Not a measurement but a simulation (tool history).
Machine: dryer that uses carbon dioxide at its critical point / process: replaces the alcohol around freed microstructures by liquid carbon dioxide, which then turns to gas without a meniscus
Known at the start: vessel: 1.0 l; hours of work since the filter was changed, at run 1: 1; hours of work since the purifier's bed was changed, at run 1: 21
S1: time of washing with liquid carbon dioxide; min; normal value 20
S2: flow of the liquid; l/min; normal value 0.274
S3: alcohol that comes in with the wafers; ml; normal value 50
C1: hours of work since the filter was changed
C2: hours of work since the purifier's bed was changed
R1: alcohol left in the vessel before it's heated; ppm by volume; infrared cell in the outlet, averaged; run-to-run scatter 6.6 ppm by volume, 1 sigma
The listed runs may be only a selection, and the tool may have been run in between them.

| run | day | S1 | S2 | S3 | C1 | C2 | R1 |
|---|---|---|---|---|---|---|---|
| 1 | 0.000 | 20 | 0.274 | 50 | 1 | 21 | 292 |
| 2 | 0.979 | 20 | 0.274 | 50 | 9 | 29 | 300 |
| 3 | 1.946 | 14 | 0.274 | 50 | 17 | 36 | 1381 |
| 4 | 2.996 | 20 | 0.182 | 50 | 25 | 44 | 1662 |
| 5 | 3.625 | 14 | 0.274 | 50 | 30 | 49 | 1372 |
| 6 | 4.558 | 14 | 0.274 | 50 | 37 | 57 | 1373 |
| 7 | 5.833 | 14 | 0.274 | 41 | 47 | 67 | 1127 |
| 8 | 7.204 | 20 | 0.274 | 20 | 58 | 78 | 132 |
| 9 | 8.604 | 20 | 0.274 | 84 | 69 | 89 | 536 |
| 10 | 9.883 | 20 | 0.274 | 28 | 79 | 99 | 187 |
| 11 | 10.517 | 20 | 0.274 | 28 | 84 | 104 | 191 |
| 12 | 11.662 | 20 | 0.274 | 55 | 93 | 113 | 379 |
| 13 | 12.646 | 20 | 0.274 | 50 | 101 | 121 | 332 |
| 14 | 14.054 | 20 | 0.274 | 50 | 112 | 132 | 337 |
| 15 | 14.933 | 20 | 0.274 | 50 | 119 | 139 | 335 |
| 16 | 15.833 | 20 | 0.274 | 50 | 126 | 146 | 348 |
| 17 | 16.846 | 20 | 0.274 | 24 | 134 | 154 | 172 |
| 18 | 18.196 | 20 | 0.274 | 24 | 145 | 164 | 182 |
| 19 | 18.800 | 20 | 0.274 | 24 | 149 | 169 | 185 |
| 20 | 19.517 | 20 | 0.261 | 50 | 155 | 175 | 443 |
| 21 | 20.667 | 20 | 0.261 | 50 | 164 | 184 | 455 |
| 22 | 21.521 | 20 | 0.274 | 50 | 171 | 191 | 367 |
| 23 | 22.738 | 20 | 0.274 | 50 | 180 | 200 | 358 |
| 24 | 23.588 | 20 | 0.274 | 50 | 187 | 207 | 380 |
| 25 | 24.846 | 20 | 0.274 | 50 | 197 | 217 | 383 |
| 26 | 25.683 | 20 | 0.274 | 36 | 204 | 223 | 263 |
| 27 | 26.942 | 16 | 0.315 | 43 | 214 | 233 | 483 |
| 28 | 27.842 | 27 | 0.357 | 43 | 221 | 240 | 35 |
| 29 | 28.667 | 18 | 0.329 | 43 | 227 | 247 | 232 |
| 30 | 29.325 | 17 | 0.329 | 38 | 232 | 252 | 276 |
| 31 | 30.658 | 17 | 0.329 | 38 | 243 | 263 | 284 |
| 32 | 31.575 | 23 | 0.183 | 55 | 250 | 270 | 1325 |
| 33 | 32.854 | 23 | 0.183 | 55 | 260 | 280 | 1347 |
| 34 | 34.192 | 14 | 0.273 | 26 | 271 | 290 | 902 |
| 35 | 34.838 | 20 | 0.274 | 67 | 276 | 296 | 547 |
| 36 | 35.979 | 19 | 0.359 | 99 | 285 | 305 | 267 |
| 37 | 36.708 | 24 | 0.221 | 99 | 291 | 310 | 952 |
| 38 | 37.796 | 24 | 0.312 | 74 | 299 | 319 | 128 |
| 39 | 38.462 | 29 | 0.294 | 98 | 304 | 324 | 83 |
| 40 | 39.075 | 19 | 0.325 | 50 | 309 | 329 | 244 |
| 41 | 39.750 | 29 | 0.460 | 26 | 315 | 334 | 18 |
| 42 | 40.683 | 14 | 0.358 | 88 | 322 | 342 | 1128 |
| 43 | 42.079 | 17 | 0.206 | 88 | 333 | 353 | 4157 |
| 44 | 43.262 | 24 | 0.455 | 88 | 342 | 362 | 28 |
| 45 | 44.358 | 24 | 0.455 | 88 | 351 | 371 | 33 |
| 46 | 44.967 | 24 | 0.455 | 88 | 356 | 375 | 31 |
| 47 | 45.600 | 20 | 0.175 | 42 | 361 | 380 | 2043 |

Branching from run 47: 3 alternative next runs. What would each branch give?
| A | 46.879 | 13 | 0.186 | 22 | 371 | 390 | ? |
| B | 46.879 | 20 | 0.274 | 26 | 371 | 390 | ? |
| C | 46.879 | 15 | 0.226 | 44 | 371 | 390 | ? |

| run | R1 |
|---|---|
| A | 2720 |
| B | 261 |
| C | 2400 |
The same runs, with their run-to-run variation unchanged, on a tool lacking any hidden condition would have given:
| run | R1 |
|---|---|
| A | 2236 |
| B | 157 |
| C | 1827 |
